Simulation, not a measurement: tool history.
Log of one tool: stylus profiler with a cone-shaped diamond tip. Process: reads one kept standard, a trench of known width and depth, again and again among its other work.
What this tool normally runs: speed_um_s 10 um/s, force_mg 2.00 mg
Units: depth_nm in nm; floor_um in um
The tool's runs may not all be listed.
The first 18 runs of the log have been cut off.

run,hour,speed_um_s,force_mg,scans with this tip,hours of work since the height scale was calibrated,depth_nm,floor_um
19,364.3,3,2.00,7956,535,1011.34,25.46
20,383.9,3,2.00,8074,542,1011.19,25.51
21,407.8,3,2.00,8216,552,1011.01,25.52
22,419.7,3,2.00,8287,557,1011.42,25.57
23,438.8,4,4.19,8402,564,1018.41,25.53
24,460.9,7,1.77,8534,573,1010.84,25.48
25,486.3,2,3.42,8685,583,1016.09,25.49
26,508.5,15,5.49,8817,592,1022.08,25.43
27,533.7,5,3.22,8968,602,1015.35,25.46
28,549.9,5,2.70,9065,609,1014.28,25.45
# hour 551.9: height scale calibrated on a step standard
29,564.4,14,1.41,9149,5,1010.36,25.36
30,588.0,3,4.68,9289,14,1019.98,25.43

What does the tool deliver on the next run?
31,613.1,3,4.68,9439,25,?,?

depth_nm: 1020.06 nm
floor_um: 25.37 um
Minus the tool's unlogged condition, the same run would have read depth_nm 1018.68 nm, floor_um 26.49 um.

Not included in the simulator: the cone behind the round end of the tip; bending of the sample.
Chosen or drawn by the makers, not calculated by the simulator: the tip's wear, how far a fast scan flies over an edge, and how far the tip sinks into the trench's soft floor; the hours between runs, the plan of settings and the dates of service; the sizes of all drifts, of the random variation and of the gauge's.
